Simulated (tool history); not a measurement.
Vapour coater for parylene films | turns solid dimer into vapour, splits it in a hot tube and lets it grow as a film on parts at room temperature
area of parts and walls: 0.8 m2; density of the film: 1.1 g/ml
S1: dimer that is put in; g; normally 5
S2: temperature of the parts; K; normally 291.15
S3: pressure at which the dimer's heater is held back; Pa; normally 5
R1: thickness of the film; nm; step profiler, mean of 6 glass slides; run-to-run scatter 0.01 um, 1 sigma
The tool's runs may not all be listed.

run,hour,S1,S2,S3,R1
1,0,5,291.15,5,4200
2,35.3,5,291.15,5,4230
3,81.9,5,291.15,5,4220
4,117.4,2,291.15,5,1690
5,152.1,5,291.15,2.49,4650
6,196.4,5,291.15,5,4230
7,260.8,5,291.15,5,4200
8,291.7,5,291.15,5,4200
9,330.2,5,291.15,5,4210
10,362.9,3,291.15,2.56,2780
11,410.2,6,291.15,5.54,5010
12,451.6,5,291.15,4.16,4310
13,502.6,3,291.15,11.45,2270
14,550.3,5,291.15,7.02,4030
15,588.3,5,291.15,7.02,4010
16,620.3,5,290.15,9.97,4010
17,663.4,5,290.15,9.97,4010
# hour 700.3: trap's valve overhauled
18,721.7,7,290.15,9.97,5590

5 ways to go on from here, each from the tool as it stands after run 18. What would each give?
A,771.6,5,296.15,5,?
B,771.6,5,291.15,8.79,?
C,771.6,7,290.15,2.37,?
D,771.6,5,288.15,5.86,?
E,771.6,7,298.15,3.25,?

run,R1
A,3430
B,3920
C,6800
D,4680
E,4700
Without the tool's hidden state the same runs would have given:
run,R1
A,3420
B,3920
C,6790
D,4680
E,4700

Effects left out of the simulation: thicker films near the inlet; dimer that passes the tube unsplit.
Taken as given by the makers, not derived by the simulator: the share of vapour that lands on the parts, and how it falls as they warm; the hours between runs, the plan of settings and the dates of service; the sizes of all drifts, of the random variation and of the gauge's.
